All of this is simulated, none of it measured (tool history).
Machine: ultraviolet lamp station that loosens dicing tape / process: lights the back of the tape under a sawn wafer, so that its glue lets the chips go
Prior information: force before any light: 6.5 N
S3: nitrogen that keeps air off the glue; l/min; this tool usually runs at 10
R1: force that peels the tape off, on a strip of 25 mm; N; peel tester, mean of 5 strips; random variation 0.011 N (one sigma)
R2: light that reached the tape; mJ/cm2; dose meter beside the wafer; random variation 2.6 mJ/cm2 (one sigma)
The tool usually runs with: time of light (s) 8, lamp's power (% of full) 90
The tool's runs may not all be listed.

Run 1, hour 0: usual settings. Result: R1 0.487 N, R2 337 mJ/cm2.
Run 2, hour 51.1: usual settings. Result: R1 0.485 N, R2 339 mJ/cm2.
At hour 99.8: lamp changed.
Run 3, hour 141.9: usual settings. Result: R1 0.463 N, R2 340 mJ/cm2.
Run 4, hour 181.3: usual settings. Result: R1 0.469 N, R2 340 mJ/cm2.
Run 5, hour 223.2: usual settings. Result: R1 0.466 N, R2 338 mJ/cm2.
Run 6, hour 291.2: usual settings. Result: R1 0.485 N, R2 339 mJ/cm2.
Run 7, hour 354.7: usual settings. Result: R1 0.472 N, R2 339 mJ/cm2.
Run 8, hour 411.2: usual settings. Result: R1 0.461 N, R2 338 mJ/cm2.
Run 9, hour 480.5: usual settings. Result: R1 0.465 N, R2 342 mJ/cm2.
Run 10, hour 565.9: usual settings but lamp's power (% of full) 86. Result: R1 0.503 N, R2 325 mJ/cm2.
Run 11, hour 654.3: usual settings but lamp's power (% of full) 86. Result: R1 0.497 N, R2 325 mJ/cm2.
Run 12, hour 735.8: usual settings but time of light (s) 6. Result: R1 0.761 N, R2 254 mJ/cm2.
Run 13, hour 779.2: usual settings but time of light (s) 6. Result: R1 0.755 N, R2 251 mJ/cm2.
Run 14, hour 851.9: usual settings. Result: R1 0.495 N, R2 337 mJ/cm2.
Run 15, hour 916.7: usual settings but time of light (s) 5, lamp's power (% of full) 86, S3 7 l/min. Result: R1 1.283 N, R2 202 mJ/cm2.
At hour 938.1: window cleaned of glue's vapour.
Run 16, hour 989: usual settings but time of light (s) 5, lamp's power (% of full) 86, S3 7 l/min. Result: R1 1.332 N, R2 202 mJ/cm2.
Run 17, hour 1076.7: usual settings but time of light (s) 5, lamp's power (% of full) 86, S3 7 l/min. Result: R1 1.352 N, R2 207 mJ/cm2.
Run 18, hour 1132.8: usual settings but lamp's power (% of full) 68. Result: R1 0.742 N, R2 253 mJ/cm2.
Run 19, hour 1193.1: usual settings but lamp's power (% of full) 71, S3 4 l/min. Result: R1 1.168 N, R2 266 mJ/cm2.
Run 20, hour 1243.5: usual settings but lamp's power (% of full) 71, S3 4 l/min. Result: R1 1.196 N, R2 266 mJ/cm2.
Run 21, hour 1305.1: usual settings but lamp's power (% of full) 71, S3 6 l/min. Result: R1 0.948 N, R2 268 mJ/cm2.
Run 22, hour 1352.8: usual settings but time of light (s) 11, lamp's power (% of full) 67. Result: R1 0.465 N, R2 344 mJ/cm2.
Run 23, hour 1403.5: usual settings but time of light (s) 11, lamp's power (% of full) 67. Result: R1 0.468 N, R2 343 mJ/cm2.
Run 24, hour 1450.9: usual settings but time of light (s) 15, lamp's power (% of full) 68. Result: R1 0.284 N, R2 480 mJ/cm2.
Run 25, hour 1511: usual settings but S3 3 l/min. Result: R1 0.985 N, R2 340 mJ/cm2.
Run 26, hour 1564.1: usual settings but time of light (s) 5, lamp's power (% of full) 62, S3 6 l/min. Result: R1 2.153 N, R2 146 mJ/cm2.
Run 27, hour 1649: usual settings but time of light (s) 9, S3 4 l/min. Result: R1 0.647 N, R2 378 mJ/cm2.

4 options for the next run, each taken on its own from the tool as it stands now. Forecast them:
Run A, hour 1732.4: usual settings but time of light (s) 7, S3 4 l/min. Result: R1 ?, R2 ?.
Run B, hour 1732.4: usual settings but time of light (s) 12, lamp's power (% of full) 73, S3 8 l/min. Result: R1 ?, R2 ?.
Run C, hour 1732.4: usual settings but time of light (s) 9, S3 6 l/min. Result: R1 ?, R2 ?.
Run D, hour 1732.4: usual settings but time of light (s) 9. Result: R1 ?, R2 ?.

run     R1   R2
  A  1.018  294
  B  0.385  411
  C   0.51  383
  D   0.39  382
Without the tool's unlogged condition, the same runs would have read:
run     R1   R2
  A  1.013  295
  B  0.383  413
  C  0.508  384
  D  0.388  383
